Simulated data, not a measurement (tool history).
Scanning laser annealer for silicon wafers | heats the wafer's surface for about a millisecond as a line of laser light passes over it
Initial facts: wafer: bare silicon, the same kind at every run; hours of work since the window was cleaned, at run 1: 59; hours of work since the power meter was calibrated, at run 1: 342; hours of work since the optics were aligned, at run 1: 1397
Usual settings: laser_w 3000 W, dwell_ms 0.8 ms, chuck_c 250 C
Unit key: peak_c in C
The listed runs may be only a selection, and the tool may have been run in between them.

run   hour  laser_w  dwell_ms  chuck_c  hours of work since the window was cleaned  hours of work since the power meter was calibrated  hours of work since the optics were aligned  peak_c
  1      0     3000       0.8      250                                          59                                                 342                                         1397     963
  2   29.9     3000       0.8      250                                          79                                                 362                                         1416     959
  3   59.9     3000       0.8      250                                          99                                                 381                                         1436     962
  4  115.4     3000       0.8      250                                         136                                                 418                                         1473     965
  5  147.7     3000       0.8      250                                         157                                                 440                                         1495     963
  6  178.2     3000       0.8      250                                         178                                                 460                                         1515     964
  7    230     3000       0.8      250                                         212                                                 494                                         1549     961
  8  291.8     3010       0.8      250                                         253                                                 535                                         1590     965
  9  340.7     3010       0.8      250                                         285                                                 568                                         1623     965
 10    380     3000       0.8      247                                         311                                                 594                                         1649     962
 11  440.4     3000       0.8      247                                         351                                                 634                                         1689     958
 12  481.5     3000       0.8      247                                         379                                                 661                                         1716     959
 13  524.6     3000       0.8      275                                         407                                                 690                                         1745     990
 14  580.1     3228     0.984      238                                         444                                                 726                                         1781    1114
 15  611.6     3000       0.8      222                                         465                                                 747                                         1802     933
 16  666.4     3000     0.664      253                                         501                                                 784                                         1839     896
     716.8  -- window over the wafer cleaned
 17  732.2     3287     0.611      275                                          10                                                 826                                         1881     970
 18  766.7     3287     0.611      275                                          33                                                 849                                         1904     973
 19  806.6     3287     0.611      275                                          60                                                 875                                         1930     970
     827.3  -- optics aligned, line set to its width
 20  840.1     3287     0.611      275                                          78                                                 894                                            9     971
 21  906.4     3000       0.8      224                                         122                                                 938                                           52     935

Each row is a separate what-if for the run after 21, all from the same tool condition, not one after another. Results?
  A  965.3     3000     0.811      223                                         161                                                 977                                           92       ?
  B  965.3     2947     0.618      211                                         161                                                 977                                           92       ?
  C  965.3     2989       0.8      231                                         161                                                 977                                           92       ?
  D  965.3     3000      0.56      286                                         161                                                 977                                           92       ?

run  peak_c
  A     940
  B     815
  C     942
  D     875
What these runs would have given with no unlogged condition in the tool:
run  peak_c
  A     941
  B     816
  C     942
  D     875

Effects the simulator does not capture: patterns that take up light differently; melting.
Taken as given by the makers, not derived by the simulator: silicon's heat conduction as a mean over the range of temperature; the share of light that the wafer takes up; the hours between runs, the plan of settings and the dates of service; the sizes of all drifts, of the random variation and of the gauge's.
